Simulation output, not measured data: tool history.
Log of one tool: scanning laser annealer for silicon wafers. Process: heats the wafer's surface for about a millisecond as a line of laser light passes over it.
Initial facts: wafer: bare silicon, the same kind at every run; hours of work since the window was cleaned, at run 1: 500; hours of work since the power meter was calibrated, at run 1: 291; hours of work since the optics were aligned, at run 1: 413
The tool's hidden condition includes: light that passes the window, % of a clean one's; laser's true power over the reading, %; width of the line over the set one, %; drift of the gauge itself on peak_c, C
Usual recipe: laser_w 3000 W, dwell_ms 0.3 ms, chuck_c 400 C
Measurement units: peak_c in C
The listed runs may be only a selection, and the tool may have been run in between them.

run	day	laser_w	dwell_ms	chuck_c	hours of work since the window was cleaned	hours of work since the power meter was calibrated	hours of work since the optics were aligned	peak_c
1	0	3000	0.3	400	500	291	413	1138
2	0.404	3000	0.3	400	505	297	418	1143
3	0.779	3000	0.3	400	511	302	424	1138
4	1.217	3000	0.3	400	517	308	430	1141
5	1.542	3000	0.3	400	522	313	435	1141
6	1.938	3000	0.347	400	528	319	441	1192
7	2.208	3000	0.347	400	532	323	445	1191
8	2.783	3000	0.347	400	540	331	453	1192
9	3.238	3000	0.347	400	547	338	460	1187
10	3.812	3034	0.347	400	555	346	468	1195
11	4.121	3000	0.3	400	559	350	472	1139
12	4.458	3000	0.3	400	564	355	477	1136
13	4.729	3000	0.3	400	568	359	481	1137
14	5.362	3262	0.3	400	577	368	490	1209
15	5.675	3262	0.3	400	582	373	495	1206
16	6.25	3080	0.3	400	590	381	503	1157
17	6.688	3000	0.3	400	597	388	510	1136
18	7.142	3000	0.3	400	603	394	516	1139
19	7.517	3000	0.301	400	609	400	522	1136
20	8.058	3000	0.301	400	616	408	529	1136
21	8.692	3000	0.301	400	626	417	539	1136
22	9.288	3000	0.301	425	634	425	547	1159
23	9.767	3000	0.347	387	641	432	554	1171
24	10.138	3234	0.344	422	647	438	560	1267
25	10.738	3234	0.344	422	655	446	568	1268
26	11.012	3234	0.344	421	659	450	572	1268
27	11.567	3234	0.344	421	667	458	580	1268
28	11.983	2710	0.231	416	673	464	586	997
29	12.308	3098	0.3	400	678	469	591	1156
30	12.671	3227	0.3	431	683	474	596	1220
31	13.092	3227	0.3	431	689	481	602	1220
32	13.496	3227	0.3	431	695	486	608	1221
33	13.996	2715	0.248	404	703	494	616	1006
34	14.271	2996	0.248	408	706	498	620	1077
35	14.754	2996	0.248	408	713	505	627	1074
36	15.162	3040	0.246	428	719	511	632	1103
37	15.512	2881	0.22	367	724	516	637	973
38	15.921	2860	0.237	368	730	522	643	989
39	16.4	3103	0.27	374	737	528	650	1097
40	17.012	2686	0.293	401	746	537	659	1040

Pick out some run-to-run changes in peak_c. Of each, how much would a tool without hidden state show as well, from the settings, what came in and chance, and how much is left for the hidden state and any gauge scatter not in both results compared?
Run 27 -> 28: laser_w 3234 -> 2710, dwell_ms 0.344 -> 0.231, chuck_c 421 -> 416. peak_c -271 C: hidden state +13, all else -284.
Run 28 -> 29: laser_w 2710 -> 3098, dwell_ms 0.231 -> 0.3, chuck_c 416 -> 400. peak_c +159 C: hidden state -9, all else +168.
Run 32 -> 33: laser_w 3227 -> 2715, dwell_ms 0.3 -> 0.248, chuck_c 431 -> 404. peak_c -215 C: hidden state +9, all else -224.
